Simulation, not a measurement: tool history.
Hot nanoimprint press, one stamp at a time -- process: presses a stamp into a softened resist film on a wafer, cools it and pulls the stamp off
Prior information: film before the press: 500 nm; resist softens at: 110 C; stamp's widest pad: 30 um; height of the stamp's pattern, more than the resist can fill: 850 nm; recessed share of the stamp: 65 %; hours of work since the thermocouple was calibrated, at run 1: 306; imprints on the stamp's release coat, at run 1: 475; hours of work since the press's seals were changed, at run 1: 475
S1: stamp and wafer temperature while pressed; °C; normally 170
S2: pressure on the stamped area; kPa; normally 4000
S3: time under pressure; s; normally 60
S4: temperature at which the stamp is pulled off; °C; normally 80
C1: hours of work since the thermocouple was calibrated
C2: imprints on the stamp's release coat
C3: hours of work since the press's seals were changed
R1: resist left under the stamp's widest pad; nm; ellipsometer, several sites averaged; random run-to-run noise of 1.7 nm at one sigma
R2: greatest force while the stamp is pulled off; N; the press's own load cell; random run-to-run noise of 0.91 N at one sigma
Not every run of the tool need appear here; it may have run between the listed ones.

run,hour,S1,S2,S3,S4,C1,C2,C3,R1,R2
1,0.0,170,4000,60,80,306,475,475,285.6,105.5
# hour 33.5: stamp cleaned and given a new release coat
2,71.1,170,4000,60,80,356,190,525,290.4,101.0
3,110.9,170,3360,60,80,387,390,556,309.1,102.1
4,148.1,170,4000,60,80,416,578,585,294.8,107.4
# hour 163.5: stamp cleaned and given a new release coat
5,202.7,170,4390,60,80,453,198,622,285.1,101.8
6,233.1,170,4390,60,80,476,352,646,286.8,103.9
# hour 291.1: stamp cleaned and given a new release coat
7,302.5,170,4390,60,80,526,58,695,288.2,100.7
# hour 326.7: plate thermocouple calibrated
8,366.7,170,4390,60,80,31,367,742,304.3,105.8
# hour 421.4: stamp cleaned and given a new release coat
9,440.6,170,4390,60,80,83,97,794,305.0,103.4
10,506.0,170,4000,50,80,134,427,845,338.1,109.6
# hour 551.6: stamp cleaned and given a new release coat
11,552.2,177,4000,67,80,165,3,876,231.3,103.1
# hour 596.0: plate thermocouple calibrated, once more
# hour 620.7: press's hydraulic seals changed and the load cell set to zero
12,622.9,169,4190,39,75,15,304,2,310.9,108.8
13,670.9,174,4470,49,83,52,547,39,235.1,94.7
# hour 690.0: stamp cleaned and given a new release coat
14,717.3,168,5110,105,71,83,138,70,219.8,118.8
15,790.2,168,5110,105,71,139,506,126,224.3,128.9
# hour 819.5: stamp cleaned and given a new release coat
16,839.5,170,4000,38,80,173,101,160,324.2,95.8
17,878.3,165,2600,60,67,203,297,190,385.9,132.3
18,939.6,165,2600,60,67,250,606,237,383.0,138.9

Entry by entry between the runs, the difference in hidden state between the last listed run before and the first listed run after:
Logged between run 1 and run 2: stamp cleaned and given a new release coat (hour 33.5)
  true temperature over the reading, C: -1.3 -> -1.51; pressure that arrives at the usual setting, %: 97.49 -> 97.2; grip of the stamp's worn release coat, % over a new coat's: 8.3 -> 3.3
  the result without the hidden state subtracted from the measured one, R1: +17.9 -> +20.8 nm; R2: +11.1 -> +6.7 N
Logged between run 4 and run 5: stamp cleaned and given a new release coat (hour 163.5)
  true temperature over the reading, C: -1.78 -> -1.94; pressure that arrives at the usual setting, %: 96.87 -> 96.67; grip of the stamp's worn release coat, % over a new coat's: 10.1 -> 3.4
  the result without the hidden state subtracted from the measured one, R1: +24.4 -> +26.7 nm; R2: +14.1 -> +7.9 N
Logged between run 6 and run 7: stamp cleaned and given a new release coat (hour 291.1)
  true temperature over the reading, C: -2.06 -> -2.24; pressure that arrives at the usual setting, %: 96.54 -> 96.28; grip of the stamp's worn release coat, % over a new coat's: 6.1 -> 1
  the result without the hidden state subtracted from the measured one, R1: +28.3 -> +30.7 nm; R2: +10.9 -> +6.3 N
Logged between run 7 and run 8: plate thermocouple calibrated (hour 326.7)
  true temperature over the reading, C: -2.24 -> -3.49; pressure that arrives at the usual setting, %: 96.28 -> 96.03; grip of the stamp's worn release coat, % over a new coat's: 1 -> 6.4
  the result without the hidden state subtracted from the measured one, R1: +30.7 -> +46.2 nm; R2: +6.3 -> +14.4 N
Logged between run 8 and run 9: stamp cleaned and given a new release coat (hour 421.4)
  true temperature over the reading, C: -3.49 -> -3.71; pressure that arrives at the usual setting, %: 96.03 -> 95.73; grip of the stamp's worn release coat, % over a new coat's: 6.4 -> 1.7
  the result without the hidden state subtracted from the measured one, R1: +46.2 -> +48.8 nm; R2: +14.4 -> +10.4 N
Logged between run 10 and run 11: stamp cleaned and given a new release coat (hour 551.6)
  true temperature over the reading, C: -3.91 -> -4.06; pressure that arrives at the usual setting, %: 95.46 -> 95.28; grip of the stamp's worn release coat, % over a new coat's: 7.4 -> 0.1
  the result without the hidden state subtracted from the measured one, R1: +51.5 -> +42.4 nm; R2: +16.7 -> +9.5 N
Logged between run 11 and run 12: plate thermocouple calibrated, once more (hour 596.0); press's hydraulic seals changed and the load cell set to zero (hour 620.7)
  true temperature over the reading, C: -4.06 -> 0; pressure that arrives at the usual setting, %: 95.28 -> 99.48; grip of the stamp's worn release coat, % over a new coat's: 0.1 -> 5.3
  the result without the hidden state subtracted from the measured one, R1: +42.4 -> +0.7 nm; R2: +9.5 -> +5.4 N
Logged between run 13 and run 14: stamp cleaned and given a new release coat (hour 690.0)
  true temperature over the reading, C: -0.16 -> -0.29; pressure that arrives at the usual setting, %: 99.26 -> 99.11; grip of the stamp's worn release coat, % over a new coat's: 9.6 -> 2.4
  the result without the hidden state subtracted from the measured one, R1: +2.4 -> +4.2 nm; R2: +8.7 -> +3.4 N
Logged between run 15 and run 16: stamp cleaned and given a new release coat (hour 819.5)
  true temperature over the reading, C: -0.54 -> -0.68; pressure that arrives at the usual setting, %: 98.8 -> 98.63; grip of the stamp's worn release coat, % over a new coat's: 8.8 -> 1.7
  the result without the hidden state subtracted from the measured one, R1: +7.5 -> +9.5 nm; R2: +11.8 -> +3.3 N
